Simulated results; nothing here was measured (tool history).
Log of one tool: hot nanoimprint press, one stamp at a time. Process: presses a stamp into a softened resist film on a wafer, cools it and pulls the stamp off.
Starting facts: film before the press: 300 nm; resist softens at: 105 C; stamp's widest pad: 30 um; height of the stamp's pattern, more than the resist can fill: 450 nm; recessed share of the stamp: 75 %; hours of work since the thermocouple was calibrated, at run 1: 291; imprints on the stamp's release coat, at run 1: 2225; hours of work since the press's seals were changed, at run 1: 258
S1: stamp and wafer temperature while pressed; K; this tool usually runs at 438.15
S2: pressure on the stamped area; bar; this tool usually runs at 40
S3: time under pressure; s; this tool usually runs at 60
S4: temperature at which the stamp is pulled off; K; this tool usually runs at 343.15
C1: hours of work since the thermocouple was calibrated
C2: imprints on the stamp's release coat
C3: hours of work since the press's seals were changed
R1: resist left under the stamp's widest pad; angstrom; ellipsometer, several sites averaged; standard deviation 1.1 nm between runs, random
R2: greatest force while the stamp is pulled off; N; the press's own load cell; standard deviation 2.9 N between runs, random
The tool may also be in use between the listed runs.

run     day      S1    S2  S3      S4   C1    C2   C3    R1   R2
  1       0  438.15    40  60  343.15  291  2225  258  1628  138
      1.546  -- stamp cleaned and given a new release coat
  2     1.9  438.15    40  60  343.15  311    28  278  1618  137
  3   3.492  438.15    40  60  343.15  330   153  297  1619  138
  4   4.783  438.15    40  60  343.15  346   255  313  1599  137
  5   6.138  438.15  43.6  60  343.15  362   362  329  1563  136
  6   8.038  438.15  43.6  60  343.15  385   511  351  1552  136
  7   9.192  438.15  49.9  60  343.15  398   602  365  1469  143
  8  11.012  438.15    40  60  343.15  420   746  387  1612  137
  9  12.588  438.15    40  60  343.15  439   870  406  1613  142
 10  14.188  438.15    40  60  343.15  458   996  425  1611  141
 11  15.629  438.15    40  60  343.15  475  1109  442  1623  134
 12  17.608  438.15    40  60  343.15  499  1265  466  1608  141
 13  18.683  450.15    40  60  343.15  512  1349  479  1079  141
 14    20.4  450.15    40  60  343.15  532  1485  499  1087  145
     21.046  -- plate thermocouple calibrated
 15  21.783  450.15    40  60  343.15    9  1584  514  1096  139
 16  23.792  438.15    40  95  333.15   33  1742  538  1375  157
 17  24.642  438.15    40  95  333.15   43  1809  548  1385  159
 18  25.896  438.15    40  95  333.15   58  1907  563  1389  159
 19  26.992  429.15  30.8  60  335.15   71  1994  576  2299  156
 20  28.979  443.15    40  60  343.15   95  2150  600  1367  137
 21   30.15  437.15    40  60  332.15  109  2242  614  1676  157
     31.575  -- stamp cleaned and given a new release coat
 22  31.658  438.15  28.2  60  343.15  124     6  629  1859  138
 23  32.612  438.15  55.7  60  340.15  135    81  641  1402  143
 24  34.279  438.15  55.7  60  340.15  155   213  660  1380  146
 25   35.95  430.15  42.8  92  333.15  175   344  680  1809  168
 26  37.962  438.15  61.8  49  343.15  199   503  704  1431  136
 27    39.7  448.15  32.3  60  343.15  220   639  725  1294  141
 28  40.533  448.15  32.3  60  343.15  230   705  735  1276  135
 29  41.692  441.15    40  66  343.15  244   796  749  1414  140

Here are 5 independent what-if runs from the current tool condition. What would each one return?
  A  42.892  438.15  42.5  79  343.15  258  891  763   ?   ?
  B  42.892  428.15  42.9  49  343.15  258  891  763   ?   ?
  C  42.892  441.15  28.2  86  343.15  258  891  763   ?   ?
  D  42.892  438.15    40  58  331.15  258  891  763   ?   ?
  E  42.892  441.15  46.4  66  343.15  258  891  763   ?   ?

run    R1   R2
  A  1444  138
  B  2275  134
  C  1508  142
  D  1636  165
  E  1325  142
Without the tool's unlogged condition, the same runs would have read:
run    R1   R2
  A  1444  137
  B  2276  133
  C  1509  141
  D  1637  163
  E  1326  141
